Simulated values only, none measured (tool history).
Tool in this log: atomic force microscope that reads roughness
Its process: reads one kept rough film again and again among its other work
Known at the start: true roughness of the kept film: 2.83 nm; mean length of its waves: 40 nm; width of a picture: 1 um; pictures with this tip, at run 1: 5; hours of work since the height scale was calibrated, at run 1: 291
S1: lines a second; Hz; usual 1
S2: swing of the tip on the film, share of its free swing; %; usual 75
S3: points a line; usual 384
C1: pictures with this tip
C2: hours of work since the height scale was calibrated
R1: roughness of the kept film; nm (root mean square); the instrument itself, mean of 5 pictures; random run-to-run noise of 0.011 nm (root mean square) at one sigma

run 1 hour=0 | S1=1 S2=75 S3=384 | C1=5 C2=291 | R1=2.584
run 2 hour=54.1 | S1=1 S2=61 S3=384 | C1=99 C2=319 | R1=2.468
-- hour=70.5 new tip fitted
run 3 hour=99.2 | S1=1 S2=61 S3=384 | C1=50 C2=342 | R1=2.555
run 4 hour=132.2 | S1=1 S2=55 S3=384 | C1=107 C2=359 | R1=2.467
-- hour=144.9 new tip fitted
run 5 hour=160.4 | S1=1 S2=75 S3=832 | C1=27 C2=373 | R1=2.542
run 6 hour=214.6 | S1=1 S2=75 S3=384 | C1=121 C2=401 | R1=2.356
-- hour=221.6 new tip fitted
run 7 hour=261.3 | S1=1 S2=75 S3=384 | C1=69 C2=425 | R1=2.438
run 8 hour=292 | S1=1 S2=75 S3=384 | C1=123 C2=440 | R1=2.359
-- hour=295.1 new tip fitted
run 9 hour=318.1 | S1=1 S2=82 S3=423 | C1=40 C2=454 | R1=2.468

Expected results for the next run?
-- hour=369.3 new tip fitted
run 10 hour=369.7 | S1=0.58 S2=70 S3=384 | C1=0 C2=480 | R1=?

{"run 10": {"R1": 2.655}}
Without the tool's hidden state the same run would have given R1 2.666 nm (root mean square).
